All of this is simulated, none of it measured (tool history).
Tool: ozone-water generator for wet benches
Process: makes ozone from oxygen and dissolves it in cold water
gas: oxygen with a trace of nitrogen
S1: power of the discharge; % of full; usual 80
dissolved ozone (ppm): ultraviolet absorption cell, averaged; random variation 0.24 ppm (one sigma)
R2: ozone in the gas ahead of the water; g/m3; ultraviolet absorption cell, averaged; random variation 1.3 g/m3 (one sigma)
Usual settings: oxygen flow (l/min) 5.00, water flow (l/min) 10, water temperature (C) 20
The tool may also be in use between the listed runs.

Run 1, hour 0.0: usual settings. Result: dissolved ozone (ppm) 32.4, R2 239.1 g/m3.
Run 2, hour 21.5: usual settings. Result: dissolved ozone (ppm) 32.6, R2 242.6 g/m3.
Run 3, hour 57.5: usual settings but water temperature (C) 13. Result: dissolved ozone (ppm) 37.1, R2 239.6 g/m3.
Run 4, hour 100.3: usual settings but S1 45 % of full, water temperature (C) 13. Result: dissolved ozone (ppm) 26.8, R2 174.5 g/m3.
Run 5, hour 151.8: usual settings. Result: dissolved ozone (ppm) 32.1, R2 240.2 g/m3.
At hour 154.7: water thermometer calibrated.
Run 6, hour 192.4: usual settings. Result: dissolved ozone (ppm) 32.1, R2 238.0 g/m3.
Run 7, hour 230.3: usual settings but water flow (l/min) 7. Result: dissolved ozone (ppm) 38.7, R2 238.1 g/m3.
Run 8, hour 263.0: usual settings but water flow (l/min) 7. Result: dissolved ozone (ppm) 38.5, R2 240.4 g/m3.
Run 9, hour 285.8: usual settings but S1 40 % of full, oxygen flow (l/min) 4.79, water flow (l/min) 9, water temperature (C) 12. Result: dissolved ozone (ppm) 27.4, R2 166.8 g/m3.
Run 10, hour 318.6: usual settings but water flow (l/min) 6, water temperature (C) 12. Result: dissolved ozone (ppm) 50.7, R2 237.8 g/m3.
Run 11, hour 361.8: usual settings but water flow (l/min) 8, water temperature (C) 12. Result: dissolved ozone (ppm) 43.2, R2 236.0 g/m3.

5 ways to go on from here, each from the tool as it stands after run 11. What would each give?
Run A, hour 394.1: usual settings but oxygen flow (l/min) 6.23, water flow (l/min) 16. Result: dissolved ozone (ppm) ?, R2 ?.
Run B, hour 394.1: usual settings but S1 47 % of full, water flow (l/min) 9, water temperature (C) 24. Result: dissolved ozone (ppm) ?, R2 ?.
Run C, hour 394.1: usual settings but water flow (l/min) 14, water temperature (C) 26. Result: dissolved ozone (ppm) ?, R2 ?.
Run D, hour 394.1: usual settings but S1 91 % of full, water flow (l/min) 8, water temperature (C) 15. Result: dissolved ozone (ppm) ?, R2 ?.
Run E, hour 394.1: usual settings but S1 79 % of full, oxygen flow (l/min) 8.96, water flow (l/min) 9. Result: dissolved ozone (ppm) ?, R2 ?.

run  dissolved ozone (ppm)     R2
  A                   22.5  209.3
  B                   23.5  176.6
  C                   23.2  238.0
  D                   43.0  254.9
  E                   28.4  169.9
Without the tool's hidden state the same runs would have given:
run  dissolved ozone (ppm)     R2
  A                   25.9  216.7
  B                   26.3  181.1
  C                   26.6  246.4
  D                   48.5  264.5
  E                   32.2  175.7
